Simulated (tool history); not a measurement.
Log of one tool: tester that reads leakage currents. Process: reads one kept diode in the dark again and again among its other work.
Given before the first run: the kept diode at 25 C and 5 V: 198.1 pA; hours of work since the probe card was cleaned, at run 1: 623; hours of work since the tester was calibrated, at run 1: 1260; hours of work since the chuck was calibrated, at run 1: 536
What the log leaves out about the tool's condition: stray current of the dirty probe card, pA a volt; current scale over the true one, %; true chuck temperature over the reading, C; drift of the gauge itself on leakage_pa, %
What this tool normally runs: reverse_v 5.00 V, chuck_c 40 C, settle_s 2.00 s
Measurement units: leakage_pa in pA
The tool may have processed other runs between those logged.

run      day  reverse_v  chuck_c  settle_s  hours of work since the probe card was cleaned  hours of work since the tester was calibrated  hours of work since the chuck was calibrated  leakage_pa
  1    0.000       5.00       40      2.00                                             623                                           1260                                           536      585.06
  2    5.771       1.82       40      2.00                                             690                                           1327                                           602      364.11
      12.725  -- chuck's temperature calibrated
  3   12.958       5.00       24      2.00                                             772                                           1409                                             3      184.47
  4   17.425       5.00       32      2.00                                             823                                           1460                                            54      332.83
  5   20.875       5.00       32      2.00                                             863                                           1500                                            94      333.04
  6   25.050       5.00       40      2.00                                             911                                           1548                                           142      587.12
  7   31.967       5.00       29      2.00                                             991                                           1628                                           222      269.06
  8   35.821       5.00       40      2.00                                            1036                                           1673                                           267      584.89
  9   41.633       5.00       40      2.00                                            1103                                           1740                                           334      583.84
 10   48.150       5.00       40      2.00                                            1179                                           1815                                           409      582.70
 11   51.842       5.00       40      5.21                                            1221                                           1858                                           452      583.12
 12   58.229       5.00       40      5.21                                            1295                                           1932                                           526      583.91
 13   64.088       4.19       40      5.21                                            1363                                           2000                                           594      537.59
      67.112  -- probe card cleaned and baked
 14   71.358       5.00       40      2.00                                              49                                           2082                                           676      585.57
      71.942  -- chuck's temperature calibrated
 15   77.275       5.00       40      2.00                                             116                                           2150                                            62      582.95
 16   81.050       5.00       40      2.00                                             160                                           2193                                           105      588.12
 17   88.621       5.00       50      2.00                                             248                                           2281                                           193     1134.19
 18   92.046       5.00       50      2.00                                             287                                           2320                                           232     1132.40
 19   97.042       1.21       45      1.09                                             345                                           2378                                           290      422.18
 20  103.350       3.03       26      1.07                                             418                                           2451                                           363      170.05
 21  109.208       1.10       40      4.40                                             486                                           2519                                           431      286.67
 22  113.608      13.28       26      0.41                                             536                                           2570                                           482      349.65
 23  121.092      14.33       21      1.07                                             623                                           2656                                           568      242.77
 24  124.638       1.84       40      2.00                                             664                                           2697                                           609      364.74
     130.971  -- chuck's temperature calibrated
 25  132.000       1.84       40      2.00                                             748                                           2781                                            12      367.46
 26  136.738       1.84       40      2.00                                             803                                           2836                                            67      366.93
 27  140.671      15.61       41      6.94                                             848                                           2881                                           112     1066.01
 28  148.262      18.30       33      2.00                                             936                                           2969                                           200      660.99
 29  152.200       1.99       50      8.50                                             981                                           3015                                           245      735.33
 30  156.308       1.99       54      8.50                                            1029                                           3062                                           293      947.65
 31  161.004       1.99       21      2.79                                            1083                                           3116                                           347       95.25
 32  168.804       1.99       21      2.79                                            1173                                           3207                                           437       95.16
 33  176.383       9.80       52      2.00                                            1261                                           3294                                           525     1770.82
 34  182.233       9.80       52      2.00                                            1329                                           3362                                           592     1767.17
     188.038  -- probe card cleaned and baked
     190.112  -- chuck's temperature calibrated
 35  190.358       2.86       40      2.00                                              26                                           3453                                             3      448.97
 36  195.196       5.00       37      3.18                                              82                                           3509                                            59      477.38

Consider 4 possible next runs. They are alternatives, not a sequence: every one starts from the tool as it was left by run 36. What does each give?
  A  199.292       5.00       50      1.44                                             129                                           3556                                           106           ?
  B  199.292       5.00       37      0.51                                             129                                           3556                                           106           ?
  C  199.292       4.55       27      2.00                                             129                                           3556                                           106           ?
  D  199.292       2.40       34      5.35                                             129                                           3556                                           106           ?

run  leakage_pa
  A     1141.48
  B      476.67
  C      221.29
  D      271.02
The same runs, with their run-to-run variation unchanged, on a tool lacking any hidden condition would have given:
run  leakage_pa
  A     1141.20
  B      476.55
  C      221.23
  D      270.95
